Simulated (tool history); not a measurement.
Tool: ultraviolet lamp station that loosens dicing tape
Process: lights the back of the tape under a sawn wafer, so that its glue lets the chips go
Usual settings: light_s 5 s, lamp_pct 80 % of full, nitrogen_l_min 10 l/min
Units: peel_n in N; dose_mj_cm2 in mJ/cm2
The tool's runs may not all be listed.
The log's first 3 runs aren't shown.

| run | hour | light_s | lamp_pct | nitrogen_l_min | hours of work of the lamp | hours of work since the window was cleaned | peel_n | dose_mj_cm2 |
|---|---|---|---|---|---|---|---|---|
| 4 | 75.9 | 5 | 80 | 10 | 235 | 213 | 0.532 | 223 |
|  | 86.6 | window cleaned of glue's vapour |
| 5 | 113.6 | 5 | 80 | 10 | 251 | 12 | 0.391 | 264 |
| 6 | 138.1 | 5 | 80 | 10 | 262 | 23 | 0.381 | 264 |
| 7 | 167.0 | 5 | 72 | 10 | 275 | 35 | 0.490 | 237 |
| 8 | 186.3 | 5 | 72 | 10 | 283 | 44 | 0.481 | 231 |
| 9 | 208.9 | 5 | 62 | 10 | 293 | 54 | 0.703 | 198 |
| 10 | 247.5 | 5 | 62 | 10 | 310 | 71 | 0.730 | 192 |
| 11 | 269.3 | 5 | 62 | 10 | 320 | 80 | 0.758 | 193 |
| 12 | 310.0 | 5 | 80 | 10 | 337 | 98 | 0.453 | 242 |
| 13 | 329.2 | 5 | 80 | 10 | 346 | 106 | 0.464 | 240 |
| 14 | 359.1 | 5 | 80 | 10 | 359 | 119 | 0.476 | 237 |
| 15 | 387.2 | 5 | 92 | 10 | 371 | 132 | 0.379 | 267 |
| 16 | 410.9 | 5 | 92 | 10 | 382 | 142 | 0.371 | 267 |
| 17 | 450.0 | 5 | 80 | 12 | 399 | 159 | 0.477 | 221 |
| 18 | 478.6 | 5 | 80 | 12 | 411 | 172 | 0.492 | 224 |
| 19 | 499.9 | 5 | 80 | 12 | 421 | 181 | 0.505 | 222 |
| 20 | 539.6 | 7 | 84 | 10 | 438 | 198 | 0.270 | 317 |
| 21 | 557.5 | 7 | 84 | 15 | 446 | 206 | 0.228 | 315 |
|  | 584.6 | window cleaned of glue's vapour |
| 22 | 599.4 | 5 | 80 | 3 | 464 | 6 | 1.000 | 247 |
| 23 | 631.6 | 5 | 93 | 3 | 478 | 21 | 0.792 | 283 |
| 24 | 668.8 | 4 | 74 | 17 | 494 | 37 | 0.658 | 180 |
| 25 | 699.3 | 2 | 100 | 19 | 508 | 50 | 1.431 | 119 |
| 26 | 729.9 | 3 | 77 | 11 | 521 | 64 | 1.430 | 134 |
| 27 | 771.9 | 7 | 80 | 11 | 540 | 82 | 0.237 | 318 |
| 28 | 801.6 | 9 | 80 | 8 | 553 | 95 | 0.202 | 403 |

The next listed run, before its measurement:
| 29 | 827.1 | 9 | 80 | 8 | 564 | 106 | ? | ? |

Run 29 gave peel_n 0.210 N, dose_mj_cm2 397 mJ/cm2.
Without the tool's hidden state the same run would have given peel_n 0.175 N, dose_mj_cm2 521 mJ/cm2.
